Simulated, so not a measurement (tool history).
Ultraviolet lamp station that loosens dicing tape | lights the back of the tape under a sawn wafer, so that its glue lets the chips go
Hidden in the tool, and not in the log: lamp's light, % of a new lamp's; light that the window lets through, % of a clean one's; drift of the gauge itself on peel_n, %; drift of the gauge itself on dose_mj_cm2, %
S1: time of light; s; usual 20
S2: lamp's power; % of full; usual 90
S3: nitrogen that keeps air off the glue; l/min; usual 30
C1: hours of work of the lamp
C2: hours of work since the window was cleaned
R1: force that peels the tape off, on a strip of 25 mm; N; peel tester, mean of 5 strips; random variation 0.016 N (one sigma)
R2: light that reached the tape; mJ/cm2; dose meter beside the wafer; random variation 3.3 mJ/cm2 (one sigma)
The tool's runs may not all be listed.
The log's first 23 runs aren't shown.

run	hour	S1	S2	S3	C1	C2	R1	R2
# hour 158.0: window cleaned of glue's vapour
24	165.3	32	93	26	177	3	0.381	778
25	169.7	32	82	28	179	5	0.502	689
26	177.7	19	82	10	182	9	1.988	405
27	184.7	22	82	10	186	13	1.624	468
28	193.7	22	82	10	190	17	1.664	463
29	199.9	20	79	41	193	20	1.025	412
# hour 207.6: window cleaned of glue's vapour, once more
30	207.7	11	79	41	196	0	2.273	238
31	214.6	11	79	41	200	3	2.258	235
32	223.6	11	79	41	204	7	2.352	236
33	229.9	11	79	41	207	10	2.404	237
34	239.5	15	81	30	211	15	1.746	327
35	249.2	20	90	41	216	19	0.752	487

4 ways to go on from here, each from the tool as it stands after run 35. What would each give?
A	256.4	20	70	41	219	23	?	?
B	256.4	33	71	10	219	23	?	?
C	256.4	23	90	41	219	23	?	?
D	256.4	21	91	13	219	23	?	?

run	R1	R2
A	1.177	375
B	1.014	626
C	0.563	559
D	1.233	518
Without the tool's hidden state the same runs would have given:
run	R1	R2
A	1.030	406
B	0.882	676
C	0.486	604
D	1.082	560

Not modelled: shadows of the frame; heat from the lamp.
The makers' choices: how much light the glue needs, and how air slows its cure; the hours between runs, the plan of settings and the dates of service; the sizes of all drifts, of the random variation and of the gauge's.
